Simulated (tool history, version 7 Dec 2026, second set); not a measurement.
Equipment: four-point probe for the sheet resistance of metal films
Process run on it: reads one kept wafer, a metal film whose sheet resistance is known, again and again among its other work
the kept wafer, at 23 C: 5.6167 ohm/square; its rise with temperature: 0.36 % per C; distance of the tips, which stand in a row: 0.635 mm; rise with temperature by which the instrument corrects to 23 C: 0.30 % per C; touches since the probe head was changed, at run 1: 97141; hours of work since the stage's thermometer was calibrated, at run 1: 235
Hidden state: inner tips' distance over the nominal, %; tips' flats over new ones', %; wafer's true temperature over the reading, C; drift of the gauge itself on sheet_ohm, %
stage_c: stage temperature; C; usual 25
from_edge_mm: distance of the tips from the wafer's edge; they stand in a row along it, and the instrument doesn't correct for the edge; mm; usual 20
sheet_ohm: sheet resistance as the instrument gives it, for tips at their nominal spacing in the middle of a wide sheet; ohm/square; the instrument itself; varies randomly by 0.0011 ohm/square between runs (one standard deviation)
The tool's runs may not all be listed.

run	hour	stage_c	from_edge_mm	touches since the probe head was changed	hours of work since the stage's thermometer was calibrated	sheet_ohm
1	0	25	20	97141	235	5.625193
2	12.5	25	20	97599	241	5.627535
3	29	25	20	98205	248	5.625668
4	48.8	25	20	98927	257	5.628108
5	65.9	25	20	99556	265	5.626081
6	81.9	25	20	100140	272	5.624518
7	98.2	25	20	100736	280	5.624904
8	106.6	25	20	101046	284	5.626046
9	115.9	25	20	101384	288	5.628572
10	129.8	25	4	101896	295	5.699555

What will run 11 give?
11	143.6	25	5	102400	301	?

Run 11 gave sheet_ohm 5.67044 ohm/square.
The same run, on a tool lacking any hidden state, would have yielded sheet_ohm 5.670631 ohm/square.

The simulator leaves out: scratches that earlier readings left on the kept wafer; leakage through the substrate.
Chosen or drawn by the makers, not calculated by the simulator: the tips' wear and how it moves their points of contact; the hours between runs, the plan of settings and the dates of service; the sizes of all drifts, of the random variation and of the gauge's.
